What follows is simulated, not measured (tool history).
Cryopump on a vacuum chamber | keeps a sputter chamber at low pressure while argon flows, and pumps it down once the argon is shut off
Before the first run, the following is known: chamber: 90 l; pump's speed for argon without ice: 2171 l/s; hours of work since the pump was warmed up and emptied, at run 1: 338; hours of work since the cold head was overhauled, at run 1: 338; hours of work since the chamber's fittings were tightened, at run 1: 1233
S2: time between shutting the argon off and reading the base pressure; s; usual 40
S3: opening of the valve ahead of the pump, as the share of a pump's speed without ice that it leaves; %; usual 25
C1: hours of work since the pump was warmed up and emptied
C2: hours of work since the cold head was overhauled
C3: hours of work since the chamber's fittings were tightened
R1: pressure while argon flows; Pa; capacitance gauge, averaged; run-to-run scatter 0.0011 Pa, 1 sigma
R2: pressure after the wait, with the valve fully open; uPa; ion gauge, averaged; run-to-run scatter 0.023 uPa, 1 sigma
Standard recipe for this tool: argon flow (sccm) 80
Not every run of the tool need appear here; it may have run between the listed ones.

Run 1, hour 0: usual settings; C1 338; C2 338; C3 1233. Result: R1 0.2619 Pa, R2 2.28 uPa.
Run 2, hour 18.7: usual settings but S2 172 s; C1 347; C2 347; C3 1242. Result: R1 0.2594 Pa, R2 1.83 uPa.
Run 3, hour 48.7: usual settings but argon flow (sccm) 42; C1 361; C2 361; C3 1256. Result: R1 0.1372 Pa, R2 2.31 uPa.
Run 4, hour 81.8: usual settings but argon flow (sccm) 42; C1 377; C2 377; C3 1272. Result: R1 0.1388 Pa, R2 2.36 uPa.
Run 5, hour 115.5: usual settings but argon flow (sccm) 42; C1 393; C2 393; C3 1288. Result: R1 0.1398 Pa, R2 2.39 uPa.
Run 6, hour 139.1: usual settings but argon flow (sccm) 42; C1 404; C2 404; C3 1299. Result: R1 0.1396 Pa, R2 2.4 uPa.
Run 7, hour 158.4: usual settings but argon flow (sccm) 42; C1 413; C2 413; C3 1308. Result: R1 0.1395 Pa, R2 2.46 uPa.
Run 8, hour 176.5: usual settings but argon flow (sccm) 42; C1 422; C2 422; C3 1317. Result: R1 0.1409 Pa, R2 2.43 uPa.
Run 9, hour 208.4: usual settings but argon flow (sccm) 42; C1 437; C2 437; C3 1332. Result: R1 0.1395 Pa, R2 2.41 uPa.
Run 10, hour 226.8: usual settings but argon flow (sccm) 42; C1 446; C2 446; C3 1341. Result: R1 0.1407 Pa, R2 2.52 uPa.
Run 11, hour 256.8: usual settings but argon flow (sccm) 42; C1 460; C2 460; C3 1355. Result: R1 0.1409 Pa, R2 2.59 uPa.
Run 12, hour 278: usual settings but S3 32 %; C1 470; C2 470; C3 1365. Result: R1 0.214 Pa, R2 2.66 uPa.
Run 13, hour 293.8: usual settings but S3 32 %; C1 477; C2 477; C3 1373. Result: R1 0.216 Pa, R2 2.55 uPa.
Run 14, hour 309.5: usual settings but S3 32 %; C1 485; C2 485; C3 1380. Result: R1 0.2144 Pa, R2 2.51 uPa.
Run 15, hour 338.1: usual settings but S3 32 %; C1 499; C2 499; C3 1394. Result: R1 0.2153 Pa, R2 2.69 uPa.
Run 16, hour 368.5: usual settings but S3 26 %; C1 513; C2 513; C3 1409. Result: R1 0.2613 Pa, R2 2.63 uPa.
Run 17, hour 386.6: usual settings but argon flow (sccm) 69, S3 52 %; C1 522; C2 522; C3 1417. Result: R1 0.1218 Pa, R2 2.83 uPa.
Run 18, hour 415.9: usual settings but argon flow (sccm) 95, S2 46 s, S3 42 %; C1 536; C2 536; C3 1431. Result: R1 0.2029 Pa, R2 2.69 uPa.
Run 19, hour 437.5: usual settings but argon flow (sccm) 95, S2 46 s, S3 42 %; C1 546; C2 546; C3 1441. Result: R1 0.2036 Pa, R2 2.74 uPa.
Run 20, hour 461.3: usual settings but argon flow (sccm) 120, S2 30 s, S3 38 %; C1 557; C2 557; C3 1453. Result: R1 0.2837 Pa, R2 2.99 uPa.
Run 21, hour 486.7: usual settings but argon flow (sccm) 149, S2 42 s, S3 21 %; C1 569; C2 569; C3 1465. Result: R1 0.6036 Pa, R2 2.87 uPa.
Run 22, hour 506.7: usual settings but argon flow (sccm) 149, S2 42 s, S3 21 %; C1 579; C2 579; C3 1474. Result: R1 0.6007 Pa, R2 2.83 uPa.
Run 23, hour 539.8: usual settings but argon flow (sccm) 40, S2 42 s, S3 22 %; C1 595; C2 595; C3 1490. Result: R1 0.1544 Pa, R2 2.85 uPa.
At hour 571.5: pump warmed up, emptied and cooled again.
Run 24, hour 579.2: usual settings but argon flow (sccm) 111, S3 53 %; C1 4; C2 611; C3 1507. Result: R1 0.1637 Pa, R2 2.22 uPa.
Run 25, hour 603.7: usual settings but argon flow (sccm) 111, S3 53 %; C1 15; C2 623; C3 1518. Result: R1 0.164 Pa, R2 2.32 uPa.
Run 26, hour 632: usual settings but argon flow (sccm) 53, S3 16 %; C1 29; C2 636; C3 1532. Result: R1 0.2597 Pa, R2 2.34 uPa.
Run 27, hour 661.6: usual settings but argon flow (sccm) 49, S3 43 %; C1 43; C2 650; C3 1546. Result: R1 0.09 Pa, R2 2.36 uPa.
Run 28, hour 677.2: usual settings but argon flow (sccm) 59, S2 60 s, S3 15 %; C1 50; C2 658; C3 1553. Result: R1 0.3042 Pa, R2 2.2 uPa.

Predict each of these 3 candidate next runs independently; none follows another, all start after run 28:
Run A, hour 693.2: usual settings but argon flow (sccm) 43, S2 33 s, S3 39 %; C1 58; C2 665; C3 1561. Result: R1 ?, R2 ?.
Run B, hour 693.2: usual settings but argon flow (sccm) 44, S3 40 %; C1 58; C2 665; C3 1561. Result: R1 ?, R2 ?.
Run C, hour 693.2: usual settings but argon flow (sccm) 108; C1 58; C2 665; C3 1561. Result: R1 ?, R2 ?.

run      R1    R2
  A  0.0878  2.51
  B  0.0877  2.33
  C  0.3423  2.34
Without the tool's hidden state the same runs would have given:
run      R1    R2
  A  0.0863  0.91
  B  0.0862  0.77
  C  0.3385  0.77
